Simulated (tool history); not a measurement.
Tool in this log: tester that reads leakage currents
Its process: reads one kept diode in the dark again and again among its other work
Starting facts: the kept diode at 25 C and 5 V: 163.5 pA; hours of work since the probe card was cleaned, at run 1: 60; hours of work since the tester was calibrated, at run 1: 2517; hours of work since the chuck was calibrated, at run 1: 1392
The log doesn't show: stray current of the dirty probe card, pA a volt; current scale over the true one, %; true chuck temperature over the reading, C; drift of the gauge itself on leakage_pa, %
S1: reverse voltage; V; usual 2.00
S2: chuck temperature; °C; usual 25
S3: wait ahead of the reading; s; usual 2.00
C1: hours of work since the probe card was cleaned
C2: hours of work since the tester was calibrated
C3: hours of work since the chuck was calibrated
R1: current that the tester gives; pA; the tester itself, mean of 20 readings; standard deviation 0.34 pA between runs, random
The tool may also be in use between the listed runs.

{"run": 1, "day": 0.0, "S1": 2.0, "S2": 25, "S3": 2.0, "C1": 60, "C2": 2517, "C3": 1392, "R1": 108.11}
{"run": 2, "day": 4.217, "S1": 2.0, "S2": 25, "S3": 2.0, "C1": 124, "C2": 2581, "C3": 1456, "R1": 107.31}
{"run": 3, "day": 7.454, "S1": 2.0, "S2": 25, "S3": 2.0, "C1": 174, "C2": 2630, "C3": 1506, "R1": 107.37}
{"run": 4, "day": 10.512, "S1": 2.0, "S2": 25, "S3": 2.0, "C1": 220, "C2": 2677, "C3": 1552, "R1": 107.52}
{"run": 5, "day": 12.804, "S1": 2.0, "S2": 25, "S3": 2.0, "C1": 255, "C2": 2711, "C3": 1587, "R1": 106.9}
{"run": 6, "day": 16.096, "S1": 2.0, "S2": 25, "S3": 2.0, "C1": 305, "C2": 2762, "C3": 1637, "R1": 107.55}
{"run": 7, "day": 20.55, "S1": 2.0, "S2": 25, "S3": 0.57, "C1": 373, "C2": 2829, "C3": 1705, "R1": 107.25}
{"run": 8, "day": 23.012, "S1": 2.0, "S2": 25, "S3": 0.57, "C1": 410, "C2": 2867, "C3": 1743, "R1": 106.93}
{"run": 9, "day": 27.275, "S1": 2.0, "S2": 25, "S3": 0.57, "C1": 475, "C2": 2932, "C3": 1807, "R1": 106.78}
{"run": 10, "day": 30.225, "S1": 2.0, "S2": 25, "S3": 0.57, "C1": 520, "C2": 2977, "C3": 1852, "R1": 106.51}
{"run": 11, "day": 34.021, "S1": 2.0, "S2": 25, "S3": 0.57, "C1": 578, "C2": 3034, "C3": 1910, "R1": 105.72}
{"day": 35.233, "done": "chuck's temperature calibrated"}
{"run": 12, "day": 36.862, "S1": 2.0, "S2": 25, "S3": 0.57, "C1": 620, "C2": 3076, "C3": 25, "R1": 113.75}
{"run": 13, "day": 41.096, "S1": 2.0, "S2": 25, "S3": 2.0, "C1": 684, "C2": 3141, "C3": 89, "R1": 113.19}
{"run": 14, "day": 43.908, "S1": 2.0, "S2": 25, "S3": 2.0, "C1": 727, "C2": 3184, "C3": 132, "R1": 113.31}
{"run": 15, "day": 47.242, "S1": 2.0, "S2": 25, "S3": 2.0, "C1": 778, "C2": 3234, "C3": 183, "R1": 112.99}
{"run": 16, "day": 50.138, "S1": 2.0, "S2": 25, "S3": 2.0, "C1": 822, "C2": 3278, "C3": 227, "R1": 112.73}
{"run": 17, "day": 52.658, "S1": 2.0, "S2": 25, "S3": 2.0, "C1": 860, "C2": 3317, "C3": 265, "R1": 112.66}
{"run": 18, "day": 56.896, "S1": 2.0, "S2": 25, "S3": 2.0, "C1": 925, "C2": 3381, "C3": 330, "R1": 112.62}
{"run": 19, "day": 59.283, "S1": 2.0, "S2": 25, "S3": 2.0, "C1": 961, "C2": 3418, "C3": 366, "R1": 112.28}
{"run": 20, "day": 62.508, "S1": 5.33, "S2": 25, "S3": 2.0, "C1": 1010, "C2": 3467, "C3": 415, "R1": 168.54}
{"run": 21, "day": 64.433, "S1": 1.11, "S2": 33, "S3": 0.86, "C1": 1040, "C2": 3496, "C3": 444, "R1": 165.45}
{"run": 22, "day": 66.629, "S1": 1.11, "S2": 33, "S3": 0.73, "C1": 1073, "C2": 3530, "C3": 478, "R1": 164.96}
{"run": 23, "day": 70.338, "S1": 1.11, "S2": 33, "S3": 0.73, "C1": 1130, "C2": 3586, "C3": 534, "R1": 165.7}
{"run": 24, "day": 73.258, "S1": 1.11, "S2": 33, "S3": 0.73, "C1": 1174, "C2": 3630, "C3": 579, "R1": 164.61}
{"run": 25, "day": 77.742, "S1": 2.0, "S2": 22, "S3": 0.61, "C1": 1242, "C2": 3699, "C3": 647, "R1": 87.35}
{"run": 26, "day": 82.092, "S1": 2.0, "S2": 49, "S3": 2.0, "C1": 1308, "C2": 3765, "C3": 713, "R1": 669.56}
{"run": 27, "day": 85.783, "S1": 7.83, "S2": 49, "S3": 2.45, "C1": 1365, "C2": 3821, "C3": 770, "R1": 1160.0}
{"run": 28, "day": 87.796, "S1": 1.42, "S2": 44, "S3": 2.0, "C1": 1395, "C2": 3852, "C3": 800, "R1": 406.15}
{"run": 29, "day": 90.6, "S1": 1.42, "S2": 44, "S3": 2.0, "C1": 1438, "C2": 3894, "C3": 843, "R1": 409.31}
{"run": 30, "day": 94.325, "S1": 7.09, "S2": 33, "S3": 2.0, "C1": 1495, "C2": 3951, "C3": 900, "R1": 346.75}
{"run": 31, "day": 97.262, "S1": 7.09, "S2": 33, "S3": 2.0, "C1": 1539, "C2": 3996, "C3": 944, "R1": 346.09}
{"run": 32, "day": 99.125, "S1": 4.88, "S2": 25, "S3": 2.0, "C1": 1568, "C2": 4024, "C3": 973, "R1": 159.46}
{"run": 33, "day": 101.679, "S1": 4.88, "S2": 25, "S3": 2.0, "C1": 1607, "C2": 4063, "C3": 1011, "R1": 160.08}
{"run": 34, "day": 104.317, "S1": 4.88, "S2": 25, "S3": 2.0, "C1": 1647, "C2": 4103, "C3": 1052, "R1": 158.94}

What will run 35 give?
{"run": 35, "day": 106.296, "S1": 4.88, "S2": 25, "S3": 2.0, "C1": 1677, "C2": 4133, "C3": 1082, "R1": "?"}

{"run 35": {"R1": 159.35}}
Minus the tool's unlogged condition, the same run would have read R1 162.07 pA.

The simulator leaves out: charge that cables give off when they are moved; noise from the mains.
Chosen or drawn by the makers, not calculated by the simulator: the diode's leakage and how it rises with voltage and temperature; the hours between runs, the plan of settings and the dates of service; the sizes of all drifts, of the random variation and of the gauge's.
